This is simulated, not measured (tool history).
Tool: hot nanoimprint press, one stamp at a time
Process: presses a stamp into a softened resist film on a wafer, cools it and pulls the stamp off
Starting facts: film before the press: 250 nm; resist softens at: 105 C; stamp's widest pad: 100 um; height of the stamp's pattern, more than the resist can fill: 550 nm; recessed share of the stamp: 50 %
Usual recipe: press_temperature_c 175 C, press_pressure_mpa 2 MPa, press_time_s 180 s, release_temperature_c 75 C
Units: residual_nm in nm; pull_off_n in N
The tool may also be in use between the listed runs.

run 1 hour=0 | press_temperature_c=175 press_pressure_mpa=2 press_time_s=180 release_temperature_c=75 | residual_nm=146.4 pull_off_n=189
run 2 hour=71.5 | press_temperature_c=175 press_pressure_mpa=2 press_time_s=180 release_temperature_c=75 | residual_nm=146.1 pull_off_n=187
run 3 hour=125.1 | press_temperature_c=183 press_pressure_mpa=2 press_time_s=180 release_temperature_c=75 | residual_nm=105.7 pull_off_n=192
run 4 hour=181.7 | press_temperature_c=180 press_pressure_mpa=2 press_time_s=180 release_temperature_c=75 | residual_nm=119.2 pull_off_n=211
run 5 hour=254.2 | press_temperature_c=180 press_pressure_mpa=2 press_time_s=180 release_temperature_c=75 | residual_nm=118.1 pull_off_n=208
run 6 hour=292.8 | press_temperature_c=180 press_pressure_mpa=2 press_time_s=180 release_temperature_c=75 | residual_nm=118 pull_off_n=203
run 7 hour=375.6 | press_temperature_c=175 press_pressure_mpa=2 press_time_s=180 release_temperature_c=66 | residual_nm=142.7 pull_off_n=255
run 8 hour=428.9 | press_temperature_c=175 press_pressure_mpa=2 press_time_s=180 release_temperature_c=66 | residual_nm=142.5 pull_off_n=270
-- hour=455.1 plate thermocouple calibrated
run 9 hour=496.5 | press_temperature_c=175 press_pressure_mpa=2 press_time_s=180 release_temperature_c=66 | residual_nm=139.7 pull_off_n=265
run 10 hour=553.7 | press_temperature_c=175 press_pressure_mpa=2 press_time_s=180 release_temperature_c=66 | residual_nm=138.5 pull_off_n=279
run 11 hour=594.3 | press_temperature_c=175 press_pressure_mpa=2 press_time_s=180 release_temperature_c=66 | residual_nm=138.3 pull_off_n=271
-- hour=673.3 press's hydraulic seals changed and the load cell set to zero
run 12 hour=685.7 | press_temperature_c=175 press_pressure_mpa=2 press_time_s=180 release_temperature_c=66 | residual_nm=136.5 pull_off_n=282
run 13 hour=725.9 | press_temperature_c=175 press_pressure_mpa=2 press_time_s=180 release_temperature_c=66 | residual_nm=135.6 pull_off_n=288
run 14 hour=775.6 | press_temperature_c=175 press_pressure_mpa=2 press_time_s=180 release_temperature_c=60 | residual_nm=135.1 pull_off_n=329
run 15 hour=820.7 | press_temperature_c=175 press_pressure_mpa=2 press_time_s=180 release_temperature_c=60 | residual_nm=134.9 pull_off_n=311
run 16 hour=879.1 | press_temperature_c=174 press_pressure_mpa=3.14 press_time_s=180 release_temperature_c=67 | residual_nm=117.5 pull_off_n=282
-- hour=908.4 plate thermocouple calibrated, once more
run 17 hour=963 | press_temperature_c=183 press_pressure_mpa=2 press_time_s=119 release_temperature_c=75 | residual_nm=124.5 pull_off_n=264
run 18 hour=1018 | press_temperature_c=186 press_pressure_mpa=2.83 press_time_s=180 release_temperature_c=65 | residual_nm=79.7 pull_off_n=307
run 19 hour=1089 | press_temperature_c=186 press_pressure_mpa=2.83 press_time_s=180 release_temperature_c=82 | residual_nm=79.5 pull_off_n=221
run 20 hour=1134.7 | press_temperature_c=165 press_pressure_mpa=1.43 press_time_s=180 release_temperature_c=82 | residual_nm=210.3 pull_off_n=220
run 21 hour=1204.6 | press_temperature_c=173 press_pressure_mpa=2 press_time_s=180 release_temperature_c=75 | residual_nm=155.2 pull_off_n=273
-- hour=1229.1 stamp cleaned and given a new release coat
run 22 hour=1256.6 | press_temperature_c=183 press_pressure_mpa=2 press_time_s=211 release_temperature_c=62 | residual_nm=97.9 pull_off_n=229
run 23 hour=1318.6 | press_temperature_c=183 press_pressure_mpa=2 press_time_s=211 release_temperature_c=62 | residual_nm=97.4 pull_off_n=236
run 24 hour=1397.1 | press_temperature_c=183 press_pressure_mpa=2 press_time_s=211 release_temperature_c=62 | residual_nm=96.6 pull_off_n=246
run 25 hour=1439.4 | press_temperature_c=175 press_pressure_mpa=1.87 press_time_s=258 release_temperature_c=75 | residual_nm=128.4 pull_off_n=188
-- hour=1483.2 plate thermocouple calibrated
run 26 hour=1514.2 | press_temperature_c=164 press_pressure_mpa=1.54 press_time_s=103 release_temperature_c=76 | residual_nm=227.1 pull_off_n=189
run 27 hour=1580.8 | press_temperature_c=171 press_pressure_mpa=1.85 press_time_s=284 release_temperature_c=65 | residual_nm=150.8 pull_off_n=244
run 28 hour=1662.9 | press_temperature_c=171 press_pressure_mpa=1.85 press_time_s=284 release_temperature_c=68 | residual_nm=150.4 pull_off_n=243
run 29 hour=1738.9 | press_temperature_c=180 press_pressure_mpa=1.49 press_time_s=121 release_temperature_c=75 | residual_nm=150.8 pull_off_n=204

3 ways to go on from here, each from the tool as it stands after run 29. What would each give?
run A hour=1807.2 | press_temperature_c=186 press_pressure_mpa=2 press_time_s=180 release_temperature_c=75 | residual_nm=? pull_off_n=?
run B hour=1807.2 | press_temperature_c=172 press_pressure_mpa=2 press_time_s=162 release_temperature_c=65 | residual_nm=? pull_off_n=?
run C hour=1807.2 | press_temperature_c=180 press_pressure_mpa=2.09 press_time_s=121 release_temperature_c=62 | residual_nm=? pull_off_n=?

run=A residual_nm=92.2 pull_off_n=217
run=B residual_nm=165.2 pull_off_n=267
run=C residual_nm=134.1 pull_off_n=266
What these runs would have given with no unlogged condition in the tool:
run=A residual_nm=94 pull_off_n=182
run=B residual_nm=167.8 pull_off_n=223
run=C residual_nm=136.4 pull_off_n=222
